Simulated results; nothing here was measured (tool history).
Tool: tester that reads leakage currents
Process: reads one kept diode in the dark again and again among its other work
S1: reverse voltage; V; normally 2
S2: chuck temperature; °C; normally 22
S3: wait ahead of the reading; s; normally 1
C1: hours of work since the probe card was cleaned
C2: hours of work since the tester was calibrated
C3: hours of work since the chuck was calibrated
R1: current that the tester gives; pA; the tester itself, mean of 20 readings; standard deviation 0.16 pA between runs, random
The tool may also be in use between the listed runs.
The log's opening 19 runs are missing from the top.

{"run": 20, "day": 27.254, "S1": 1.99, "S2": 22, "S3": 0.42, "C1": 547, "C2": 547, "C3": 278, "R1": 49.78}
{"run": 21, "day": 28.675, "S1": 17.28, "S2": 21, "S3": 1, "C1": 566, "C2": 566, "C3": 297, "R1": 137.01}
{"run": 22, "day": 29.767, "S1": 2, "S2": 29, "S3": 6.95, "C1": 580, "C2": 580, "C3": 311, "R1": 91.08}
{"run": 23, "day": 31.25, "S1": 1.41, "S2": 21, "S3": 6.95, "C1": 600, "C2": 600, "C3": 331, "R1": 37.07}
{"run": 24, "day": 32.404, "S1": 3.48, "S2": 53, "S3": 6.95, "C1": 615, "C2": 615, "C3": 346, "R1": 898.26}
{"run": 25, "day": 34.225, "S1": 2, "S2": 31, "S3": 6.32, "C1": 638, "C2": 638, "C3": 370, "R1": 109.18}
{"run": 26, "day": 35.221, "S1": 12.76, "S2": 31, "S3": 6.32, "C1": 652, "C2": 652, "C3": 383, "R1": 267.23}
{"run": 27, "day": 36.846, "S1": 4.36, "S2": 22, "S3": 1, "C1": 673, "C2": 673, "C3": 404, "R1": 72.34}
{"run": 28, "day": 37.888, "S1": 2.19, "S2": 22, "S3": 1, "C1": 686, "C2": 686, "C3": 418, "R1": 50.88}
{"run": 29, "day": 39.771, "S1": 7.82, "S2": 56, "S3": 8.15, "C1": 711, "C2": 711, "C3": 442, "R1": 1648.8}
{"run": 30, "day": 41.125, "S1": 16.08, "S2": 56, "S3": 1.4, "C1": 729, "C2": 729, "C3": 460, "R1": 2319.65}
{"run": 31, "day": 43.183, "S1": 2, "S2": 43, "S3": 1, "C1": 756, "C2": 756, "C3": 487, "R1": 303.79}
{"run": 32, "day": 44.608, "S1": 2, "S2": 43, "S3": 1, "C1": 775, "C2": 775, "C3": 506, "R1": 303.28}
{"run": 33, "day": 46.496, "S1": 2, "S2": 48, "S3": 1.41, "C1": 799, "C2": 799, "C3": 531, "R1": 458.24}
{"run": 34, "day": 47.462, "S1": 2, "S2": 48, "S3": 1.41, "C1": 812, "C2": 812, "C3": 543, "R1": 457.24}
{"run": 35, "day": 48.796, "S1": 2, "S2": 48, "S3": 1.41, "C1": 829, "C2": 829, "C3": 561, "R1": 455.91}
{"run": 36, "day": 50.567, "S1": 2, "S2": 22, "S3": 1.05, "C1": 853, "C2": 853, "C3": 584, "R1": 48.39}
{"run": 37, "day": 51.7, "S1": 2, "S2": 22, "S3": 1.05, "C1": 867, "C2": 867, "C3": 599, "R1": 48.25}
{"run": 38, "day": 53.179, "S1": 8, "S2": 29, "S3": 4.2, "C1": 887, "C2": 887, "C3": 618, "R1": 177.69}

Run 39, settings as shown, results not yet in. Your forecast:
{"run": 39, "day": 54.254, "S1": 7.88, "S2": 45, "S3": 1, "C1": 901, "C2": 901, "C3": 632, "R1": "?"}

R1: 682.04 pA
The same run, on a tool lacking any hidden state, would have yielded R1 720.46 pA.

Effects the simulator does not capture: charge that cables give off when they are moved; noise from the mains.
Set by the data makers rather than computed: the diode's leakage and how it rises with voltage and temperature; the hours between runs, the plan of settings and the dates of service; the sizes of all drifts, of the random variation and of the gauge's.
